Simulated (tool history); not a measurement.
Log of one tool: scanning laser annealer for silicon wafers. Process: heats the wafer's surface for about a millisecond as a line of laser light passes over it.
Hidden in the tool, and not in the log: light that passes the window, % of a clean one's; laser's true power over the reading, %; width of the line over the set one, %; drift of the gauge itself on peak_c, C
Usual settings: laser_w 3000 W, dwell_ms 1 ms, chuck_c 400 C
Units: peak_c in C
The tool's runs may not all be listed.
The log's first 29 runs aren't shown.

run	hour	laser_w	dwell_ms	chuck_c	hours of work since the window was cleaned	hours of work since the power meter was calibrated	hours of work since the optics were aligned	peak_c
# hour 1508.1: optics aligned, line set to its width
30	1545	2730	0.88	404	62	2064	26	1071
31	1582.9	2592	0.91	382	88	2091	52	1018
32	1629.2	2592	0.91	382	121	2123	85	1019
33	1686.3	2651	1.21	371	161	2163	124	1149
34	1726	2651	0.8	370	188	2191	152	977
35	1792.7	3000	1	372	235	2237	199	1188
36	1867.2	2714	0.84	374	287	2289	251	1019
37	1906	2877	1.03	440	314	2316	278	1223
38	1952.6	2877	1.03	440	347	2349	310	1224
39	2008.8	2678	0.71	375	386	2388	350	946
40	2047.7	2556	0.81	414	413	2415	377	999

Forecast each of these 5 alternatives for the next run:
A	2079.8	3184	0.96	400	435	2437	399	?
B	2079.8	2556	0.88	414	435	2437	399	?
C	2079.8	3249	1.13	400	435	2437	399	?
D	2079.8	2556	0.81	364	435	2437	399	?
E	2079.8	3002	1.06	400	435	2437	399	?

run	peak_c
A	1258
B	1026
C	1370
D	945
E	1244
Without the tool's hidden state the same runs would have given:
run	peak_c
A	1259
B	1027
C	1371
D	946
E	1245
